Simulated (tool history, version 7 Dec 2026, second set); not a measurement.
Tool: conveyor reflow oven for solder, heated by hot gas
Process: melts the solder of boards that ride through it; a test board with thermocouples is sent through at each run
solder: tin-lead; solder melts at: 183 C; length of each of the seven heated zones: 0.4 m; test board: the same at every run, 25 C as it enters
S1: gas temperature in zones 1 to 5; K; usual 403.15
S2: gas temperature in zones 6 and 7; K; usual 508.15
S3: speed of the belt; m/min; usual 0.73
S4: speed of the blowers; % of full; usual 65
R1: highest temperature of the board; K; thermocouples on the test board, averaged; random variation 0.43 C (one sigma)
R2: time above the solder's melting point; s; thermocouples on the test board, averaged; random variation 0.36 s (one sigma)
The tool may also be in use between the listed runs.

run 1 hour=0 | S1=403.15 S2=508.15 S3=0.73 S4=65 | R1=487.05 R2=43.9
run 2 hour=17 | S1=403.15 S2=508.15 S3=0.73 S4=65 | R1=487.55 R2=43.8
run 3 hour=32.8 | S1=403.15 S2=508.15 S3=0.73 S4=65 | R1=486.45 R2=43.6
run 4 hour=43.7 | S1=403.15 S2=508.15 S3=0.73 S4=65 | R1=486.05 R2=43.9
-- hour=58.8 flux residue cleaned out of gas plates and filters
run 5 hour=59.9 | S1=403.15 S2=508.15 S3=0.73 S4=65 | R1=489.35 R2=45.7
run 6 hour=85.9 | S1=403.15 S2=498.15 S3=0.73 S4=65 | R1=480.15 R2=38.4
run 7 hour=101.3 | S1=403.15 S2=508.15 S3=0.73 S4=74 | R1=490.75 R2=47.8
run 8 hour=116.4 | S1=403.15 S2=508.15 S3=0.73 S4=74 | R1=491.65 R2=47.4
-- hour=121.8 belt drive overhauled, speed set with a stopwatch
run 9 hour=131.6 | S1=403.15 S2=508.15 S3=0.73 S4=74 | R1=490.95 R2=48.5
run 10 hour=151.3 | S1=403.15 S2=508.15 S3=0.617 S4=74 | R1=495.05 R2=60.8
run 11 hour=174.5 | S1=403.15 S2=508.15 S3=0.617 S4=74 | R1=495.75 R2=61.3
run 12 hour=189.9 | S1=403.15 S2=508.15 S3=0.617 S4=74 | R1=495.45 R2=60.7
run 13 hour=205.3 | S1=403.15 S2=508.15 S3=0.782 S4=74 | R1=488.35 R2=41.8
run 14 hour=219.5 | S1=403.15 S2=508.15 S3=0.782 S4=74 | R1=487.75 R2=41.8
-- hour=227.6 belt drive overhauled, speed set with a stopwatch, once more
run 15 hour=242.9 | S1=403.15 S2=508.15 S3=0.782 S4=74 | R1=487.05 R2=41.8
run 16 hour=262.7 | S1=403.15 S2=508.15 S3=0.782 S4=74 | R1=487.75 R2=41.3
run 17 hour=287.9 | S1=408.15 S2=500.15 S3=0.875 S4=82 | R1=480.15 R2=32.4
run 18 hour=310.4 | S1=403.15 S2=508.15 S3=0.73 S4=64 | R1=486.05 R2=42.9
run 19 hour=321.7 | S1=390.15 S2=507.15 S3=0.683 S4=67 | R1=486.35 R2=43.8
-- hour=341.8 flux residue cleaned out of gas plates and filters
run 20 hour=350.9 | S1=388.15 S2=520.15 S3=0.73 S4=65 | R1=495.25 R2=46.5
run 21 hour=370.8 | S1=388.15 S2=520.15 S3=0.838 S4=65 | R1=488.75 R2=36
run 22 hour=386.2 | S1=388.15 S2=520.15 S3=0.838 S4=65 | R1=488.95 R2=35.8
run 23 hour=404.6 | S1=417.15 S2=516.15 S3=0.836 S4=53 | R1=487.25 R2=41
run 24 hour=418.4 | S1=403.15 S2=512.15 S3=0.73 S4=65 | R1=491.55 R2=47.4
run 25 hour=435.7 | S1=393.15 S2=508.15 S3=0.595 S4=65 | R1=492.25 R2=57.2
run 26 hour=459 | S1=403.15 S2=503.15 S3=0.685 S4=53 | R1=481.05 R2=40.9
run 27 hour=475.8 | S1=403.15 S2=503.15 S3=0.656 S4=53 | R1=481.55 R2=44.8
run 28 hour=491.6 | S1=403.15 S2=502.15 S3=0.656 S4=53 | R1=481.65 R2=43.9

4 ways to go on from here, each from the tool as it stands after run 28. What would each give?
run A hour=510.5 | S1=406.15 S2=502.15 S3=0.787 S4=59 | R1=? R2=?
run B hour=510.5 | S1=403.15 S2=496.15 S3=0.73 S4=65 | R1=? R2=?
run C hour=510.5 | S1=403.15 S2=506.15 S3=0.73 S4=81 | R1=? R2=?
run D hour=510.5 | S1=408.15 S2=508.15 S3=0.775 S4=74 | R1=? R2=?

run=A R1=477.45 R2=33
run=B R1=476.85 R2=35.7
run=C R1=489.55 R2=46.8
run=D R1=487.95 R2=43.6
Without the tool's hidden state the same runs would have given:
run=A R1=479.65 R2=35.3
run=B R1=479.15 R2=38.2
run=C R1=492.05 R2=48.5
run=D R1=490.35 R2=45.4

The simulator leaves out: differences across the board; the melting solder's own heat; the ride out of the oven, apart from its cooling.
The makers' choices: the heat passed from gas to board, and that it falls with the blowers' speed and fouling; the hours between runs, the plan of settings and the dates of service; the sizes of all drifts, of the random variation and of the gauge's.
